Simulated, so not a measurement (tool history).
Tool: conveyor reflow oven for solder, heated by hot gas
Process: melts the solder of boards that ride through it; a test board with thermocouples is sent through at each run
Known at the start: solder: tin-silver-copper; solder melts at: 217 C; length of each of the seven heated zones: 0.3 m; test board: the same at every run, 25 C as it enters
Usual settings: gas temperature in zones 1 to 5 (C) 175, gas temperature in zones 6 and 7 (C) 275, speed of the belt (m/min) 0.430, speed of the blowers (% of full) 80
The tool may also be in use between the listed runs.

run,hour,gas temperature in zones 1 to 5 (C),gas temperature in zones 6 and 7 (C),speed of the belt (m/min),speed of the blowers (% of full),highest temperature of the board (C),time above the solder's melting point (s)
1,0.0,175,275,0.430,80,255.56,64.7
2,12.6,175,275,0.430,80,255.33,64.5
3,21.2,175,275,0.430,80,255.21,64.5
4,31.5,175,275,0.430,80,255.24,64.5
5,37.2,175,275,0.430,80,255.21,64.3
6,46.1,175,275,0.430,80,255.26,64.3
7,57.8,175,275,0.430,80,255.08,64.3
8,71.5,175,275,0.430,80,255.03,64.4
9,77.4,175,275,0.430,80,255.12,64.3
10,84.7,175,275,0.430,80,254.95,64.2
11,95.4,175,275,0.430,80,254.97,64.2
12,103.9,175,275,0.430,78,254.69,63.8
13,111.1,175,275,0.430,78,254.58,63.7
14,120.2,175,275,0.430,80,254.83,64.2
15,128.8,175,275,0.430,80,254.86,64.1
16,137.6,175,275,0.414,80,256.21,67.9
17,144.1,175,275,0.414,80,256.16,67.8
18,155.3,175,275,0.414,80,256.10,68.0
19,162.9,175,290,0.381,80,272.04,85.1
20,174.6,189,288,0.423,80,268.98,80.4
21,181.2,176,289,0.399,80,269.51,80.1
# hour 195.1: flux residue cleaned out of gas plates and filters
22,195.1,176,289,0.399,80,271.03,80.9
23,208.7,175,275,0.372,54,255.82,75.5
24,216.6,175,287,0.372,54,266.27,83.2
25,229.8,175,287,0.358,54,267.65,87.6
26,235.6,168,275,0.396,80,257.57,70.1
27,245.3,168,275,0.396,80,257.46,69.9
28,252.2,165,273,0.430,80,252.07,58.5
29,264.7,181,273,0.430,87,256.26,68.2
30,276.0,176,278,0.430,80,258.57,67.6
31,289.9,180,284,0.455,89,263.86,68.3

The same runs without the tool's hidden state, with the same run-to-run variation:
The hidden state here: heat that the gas passes to the board, % of a clean oven's; belt's true speed, % of the reading; true gas temperature in zones 6 and 7 over the reading, C; drift of the gauge itself on peak_c, C; drift of the gauge itself on liquid_s, %.
run,highest temperature of the board (C),time above the solder's melting point (s)
1,256.01,65.1
2,255.84,65.0
3,255.76,65.0
4,255.83,65.0
5,255.83,64.8
6,255.92,64.9
7,255.80,64.9
8,255.81,65.0
9,255.92,64.9
10,255.78,64.8
11,255.85,64.8
12,255.61,64.5
13,255.53,64.5
14,255.82,65.0
15,255.89,64.9
16,257.24,68.6
17,257.21,68.6
18,257.21,68.8
19,273.17,85.4
20,270.15,80.7
21,270.78,80.5
22,270.84,80.4
23,255.67,75.0
24,266.14,82.6
25,267.58,87.1
26,257.57,69.7
27,257.50,69.6
28,252.15,58.2
29,256.40,67.9
30,258.76,67.3
31,264.13,68.0

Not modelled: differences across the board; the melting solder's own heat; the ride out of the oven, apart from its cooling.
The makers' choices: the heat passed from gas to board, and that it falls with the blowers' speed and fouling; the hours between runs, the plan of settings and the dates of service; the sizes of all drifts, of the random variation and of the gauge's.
